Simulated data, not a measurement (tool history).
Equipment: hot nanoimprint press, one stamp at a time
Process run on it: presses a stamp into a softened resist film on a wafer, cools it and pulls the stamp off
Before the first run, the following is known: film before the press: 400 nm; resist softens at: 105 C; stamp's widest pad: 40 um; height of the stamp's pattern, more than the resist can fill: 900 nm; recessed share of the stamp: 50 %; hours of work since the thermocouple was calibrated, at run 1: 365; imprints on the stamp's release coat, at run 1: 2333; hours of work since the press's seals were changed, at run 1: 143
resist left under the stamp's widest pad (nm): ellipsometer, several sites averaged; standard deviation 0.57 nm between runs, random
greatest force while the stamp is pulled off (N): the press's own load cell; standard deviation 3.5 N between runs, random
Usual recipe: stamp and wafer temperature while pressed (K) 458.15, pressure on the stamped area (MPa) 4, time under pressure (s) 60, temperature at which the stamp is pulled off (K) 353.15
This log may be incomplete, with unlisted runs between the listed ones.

run	hour	stamp and wafer temperature while pressed (K)	pressure on the stamped area (MPa)	time under pressure (s)	temperature at which the stamp is pulled off (K)	hours of work since the thermocouple was calibrated	imprints on the stamp's release coat	hours of work since the press's seals were changed	resist left under the stamp's widest pad (nm)	greatest force while the stamp is pulled off (N)
1	0	458.15	4	60	353.15	365	2333	143	169.6	337
# hour 7.9: stamp cleaned and given a new release coat
2	18.3	458.15	4	60	353.15	373	39	151	169.5	165
3	35.3	458.15	4	60	353.15	384	103	162	169.3	165
4	50.8	458.15	4	60	353.15	394	161	172	168.7	173
5	62.6	458.15	4	60	353.15	402	205	179	169.3	177
6	79.3	458.15	3.69	60	353.15	412	268	190	174.9	183
7	91.3	458.15	4	60	353.15	420	312	198	168.4	185
8	107.1	458.15	4.01	60	353.15	430	372	208	169.4	190
# hour 113: plate thermocouple calibrated
9	119.8	458.15	4	60	353.15	4	408	214	169.1	187
10	139.4	458.15	4	60	353.15	17	482	227	167.8	193
11	156.3	458.15	4	60	353.15	28	545	238	167.9	198
12	171.7	458.15	4	60	353.15	38	602	248	166.8	207
13	180.6	458.15	4	60	353.15	44	636	253	167.9	205
14	200.4	458.15	4	60	353.15	56	710	266	167.6	208
15	218.6	458.15	5.82	60	353.15	68	778	278	139.4	214
# hour 228.2: plate thermocouple calibrated, once more
16	236.2	453.15	5.37	60	353.15	5	833	287	170.9	227
17	245	453.15	5.37	60	353.15	11	866	293	170.5	227
18	255.2	453.15	5.27	60	338.15	17	904	299	172.6	304
19	269.2	453.15	5.27	60	338.15	26	957	308	172.3	312
20	282.7	453.15	5.27	60	338.15	35	1007	317	172.3	310
21	297.2	453.15	3.85	60	338.15	44	1062	326	199.3	328
22	314.7	458.15	3.22	60	353.15	56	1127	338	191.9	252
23	324.2	464.15	3.22	60	345.15	62	1163	344	167.4	294
24	337.1	464.15	3.22	60	345.15	70	1211	352	167.8	306
25	351.5	458.15	2.43	60	353.15	79	1265	361	216.6	259
26	371.4	458.15	5.97	45	353.15	92	1340	374	158.2	268
27	382.9	458.15	5.97	45	353.15	100	1383	382	158.4	260
28	395.2	464.15	3.96	80	350.15	107	1429	389	134.9	284
29	412.2	466.15	5.65	81	345.15	118	1493	400	106.1	323

Had the tool no unlogged condition, and each run kept its random variation, what would the results have been?
Hidden conditions of the tool in this case: true temperature over the reading, C; pressure that arrives at the usual setting, %; grip of the stamp's worn release coat, % over a new coat's; drift of the gauge itself on residual_nm, %; drift of the gauge itself on pull_off_n, %.
run	resist left under the stamp's widest pad (nm)	greatest force while the stamp is pulled off (N)
1	173.5	164
2	173.5	167
3	173.5	163
4	172.9	166
5	173.6	167
6	179.4	169
7	172.8	169
8	174	169
9	174.3	165
10	173.1	166
11	173.3	167
12	172.2	171
13	173.4	167
14	173.2	165
15	144.2	167
16	170.9	168
17	170.5	166
18	172.7	220
19	172.5	222
20	172.6	217
21	199.9	226
22	192.6	170
23	168	197
24	168.5	202
25	217.8	168
26	158.6	169
27	158.9	163
28	135.6	176
29	106.5	195

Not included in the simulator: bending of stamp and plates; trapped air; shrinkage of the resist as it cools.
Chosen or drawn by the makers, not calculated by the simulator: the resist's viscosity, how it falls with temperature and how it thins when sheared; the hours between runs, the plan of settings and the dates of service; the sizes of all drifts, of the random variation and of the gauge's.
